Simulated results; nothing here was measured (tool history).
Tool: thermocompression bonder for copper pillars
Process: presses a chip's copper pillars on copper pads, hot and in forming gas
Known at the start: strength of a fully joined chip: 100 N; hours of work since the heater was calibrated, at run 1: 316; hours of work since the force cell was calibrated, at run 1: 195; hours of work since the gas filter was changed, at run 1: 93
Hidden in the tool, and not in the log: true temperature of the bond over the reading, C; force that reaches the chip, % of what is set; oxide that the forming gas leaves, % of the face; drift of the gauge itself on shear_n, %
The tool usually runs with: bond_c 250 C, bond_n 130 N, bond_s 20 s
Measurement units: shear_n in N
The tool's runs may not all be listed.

run,day,bond_c,bond_n,bond_s,hours of work since the heater was calibrated,hours of work since the force cell was calibrated,hours of work since the gas filter was changed,shear_n
1,0.000,250,130,20,316,195,93,39.8
2,2.883,250,130,20,353,232,130,41.2
3,5.754,250,130,20,390,269,167,40.4
4,8.579,250,130,20,426,305,203,39.6
5,10.704,250,130,20,453,332,230,39.7
6,13.283,250,118,20,486,365,263,38.2
7,15.021,246,118,20,508,387,285,35.4
# day 16.096: forming gas filter changed
8,16.821,280,118,20,531,410,9,59.0
9,18.450,280,118,20,551,430,30,59.0
10,20.938,250,130,37,583,462,62,49.2
11,22.908,250,130,37,608,487,87,50.2
12,25.579,250,130,37,642,521,121,50.5
13,28.612,221,130,20,681,560,160,23.1
14,31.167,221,130,20,714,593,192,23.5
15,33.071,250,130,20,738,617,217,39.8
16,36.000,234,130,20,775,654,254,30.1
17,38.054,234,130,20,801,681,280,30.1
# day 39.517: forming gas filter changed
18,40.454,234,130,20,832,711,12,30.9
# day 40.712: force cell calibrated
19,42.029,234,130,20,851,17,31,30.6
20,43.329,234,130,20,868,33,48,30.9
21,46.275,228,94,11,905,71,85,17.5
22,48.333,228,94,11,932,97,112,16.9
23,49.867,228,94,11,951,117,131,16.8
24,52.879,250,95,20,990,155,170,35.1
25,54.242,257,120,21,1007,173,187,43.4
26,56.179,275,182,40,1032,197,212,77.9
27,57.867,275,182,40,1053,219,233,75.9
28,59.404,275,182,40,1073,239,253,77.7
29,62.025,250,100,54,1106,272,286,51.9
# day 63.017: forming gas filter changed
30,64.671,243,163,10,1140,305,21,30.7
31,66.033,232,92,20,1157,323,39,25.2
32,67.558,232,84,27,1177,342,58,26.1
33,69.942,232,155,20,1207,373,88,30.8
34,71.771,267,162,20,1230,396,112,56.5
35,74.392,258,93,20,1264,429,145,38.9
36,76.596,264,110,43,1292,458,173,59.7
37,77.921,258,110,11,1309,475,190,32.8
# day 78.862: heater calibrated with a thermocouple chip
38,80.488,228,130,17,21,506,222,24.6

4 ways to go on from here, each from the tool as it stands after run 38. What would each give?
A,82.696,250,143,40,49,534,250,?
B,82.696,232,130,11,49,534,250,?
C,82.696,223,126,34,49,534,250,?
D,82.696,228,129,10,49,534,250,?

run,shear_n
A,52.4
B,21.9
C,29.5
D,20.4
With the hidden condition removed and each run's random variation left untouched, the same runs would have given:
run,shear_n
A,52.6
B,21.9
C,29.6
D,20.4
